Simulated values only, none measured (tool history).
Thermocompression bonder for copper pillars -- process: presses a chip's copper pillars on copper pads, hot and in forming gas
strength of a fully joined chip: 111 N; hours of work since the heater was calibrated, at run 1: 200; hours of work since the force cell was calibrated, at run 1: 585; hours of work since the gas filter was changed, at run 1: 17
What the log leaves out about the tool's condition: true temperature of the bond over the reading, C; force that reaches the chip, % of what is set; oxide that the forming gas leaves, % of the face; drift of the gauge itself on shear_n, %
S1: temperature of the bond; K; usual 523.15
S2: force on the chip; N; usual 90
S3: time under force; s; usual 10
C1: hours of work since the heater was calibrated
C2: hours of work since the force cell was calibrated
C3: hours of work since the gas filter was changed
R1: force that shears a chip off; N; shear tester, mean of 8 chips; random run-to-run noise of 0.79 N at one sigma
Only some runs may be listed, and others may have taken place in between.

run,day,S1,S2,S3,C1,C2,C3,R1
1,0,523.15,90,10,200,585,17,62.3
2,2.1,523.15,90,10,228,613,45,64
3,4.033,523.15,90,10,254,639,71,61.7
4,5.512,523.15,90,10,274,658,91,63.7
5,6.725,523.15,90,10,290,675,107,61.6
6,8.371,523.15,90,10,312,697,129,60.5
7,10.221,523.15,90,10,337,721,153,61
8,12.129,523.15,90,10,362,747,179,60.6
9,13.429,523.15,90,9,379,764,196,59.1
10,14.792,523.15,90,5,398,782,214,47.9
11,16.583,523.15,90,5,422,806,238,47.5
12,18.325,523.15,83,10,445,830,262,56.3
13,19.396,523.15,58,10,459,844,276,37.7
# day 19.75: forming gas filter changed
14,20.604,523.15,90,10,475,860,11,66.6
15,22.346,523.15,90,10,498,883,35,63.2
16,23.746,523.15,90,10,517,902,53,65.6
17,25.142,523.15,90,10,536,920,72,64
18,26.142,514.15,110,6,549,934,85,60.6
19,27.558,532.15,57,14,568,953,104,52
20,29.542,539.15,103,12,594,979,131,84.6
21,31.396,539.15,90,12,619,1004,155,76.4
22,33.392,539.15,90,12,646,1030,182,77.4

What will run 23 give?
23,34.604,502.15,90,12,662,1047,198,?

{"run 23": {"R1": 52.5}}
Had the tool carried no hidden state, the very same run would have given R1 50.1 N.
